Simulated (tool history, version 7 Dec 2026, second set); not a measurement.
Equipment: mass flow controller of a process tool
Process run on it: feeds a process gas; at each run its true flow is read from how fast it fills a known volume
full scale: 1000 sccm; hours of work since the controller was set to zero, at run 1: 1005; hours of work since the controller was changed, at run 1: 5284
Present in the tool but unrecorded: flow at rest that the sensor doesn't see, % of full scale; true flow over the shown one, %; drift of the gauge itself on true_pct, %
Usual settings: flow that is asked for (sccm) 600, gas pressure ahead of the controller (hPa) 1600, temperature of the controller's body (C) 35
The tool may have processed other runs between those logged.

run    hour  flow that is asked for (sccm)  gas pressure ahead of the controller (hPa)  temperature of the controller's body (C)  hours of work since the controller was set to zero  hours of work since the controller was changed  true flow (%)
  1     0.0                            600                                        1600                                        35                                                1005                                            5284          96.98
  2   256.1                            802                                        1600                                        35                                                1094                                            5372          97.49
  3   428.0                            802                                        1600                                        35                                                1153                                            5432          97.47
  4   633.2                            802                                        1600                                        35                                                1224                                            5503          97.46
  5   930.5                            802                                        1600                                        35                                                1327                                            5606          97.57
  6  1284.6                            600                                        1600                                        38                                                1449                                            5728          96.54
  7  1488.9                            600                                        1600                                        38                                                1520                                            5799          96.50
  8  1752.2                            600                                        1600                                        38                                                1611                                            5890          96.41
  9  1963.3                            600                                        1600                                        38                                                1684                                            5963          96.47
 10  2269.3                            600                                        1600                                        38                                                1790                                            6069          96.41
 11  2662.3                            600                                        1600                                        38                                                1926                                            6205          96.35
 12  2838.6                            600                                        1600                                        38                                                1987                                            6266          96.43
 13  3236.1                            600                                        1600                                        38                                                2125                                            6403          96.14
 14  3632.9                            600                                        1600                                        38                                                2262                                            6541          96.22
 15  3845.3                            600                                        1600                                        35                                                2335                                            6614          96.25
 16  4156.4                            600                                        1600                                        35                                                2443                                            6722          96.29
 17  4505.0                            600                                        1600                                        35                                                2564                                            6842          96.29
 18  4766.0                            600                                        1600                                        35                                                2654                                            6933          96.03
 19  4930.9                            600                                        1600                                        35                                                2711                                            6990          96.09
 20  5317.6                            600                                        1600                                        24                                                2845                                            7123          96.37
 21  5630.7                            600                                        1600                                        24                                                2953                                            7232          96.42
 22  5816.8                            600                                        1600                                        24                                                3017                                            7296          96.39
 23  6008.7                            236                                        1600                                        24                                                3084                                            7362          94.11
 24  6264.1                            236                                        1600                                        22                                                3172                                            7451          94.02

Run 25 is up next; what results do you expect?
 25  6571.1                            439                                        1600                                        36                                                3278                                            7557              ?

Logged for run 25: true flow (%) 94.94.
Without the tool's hidden state the same run would have given true flow (%) 98.20.

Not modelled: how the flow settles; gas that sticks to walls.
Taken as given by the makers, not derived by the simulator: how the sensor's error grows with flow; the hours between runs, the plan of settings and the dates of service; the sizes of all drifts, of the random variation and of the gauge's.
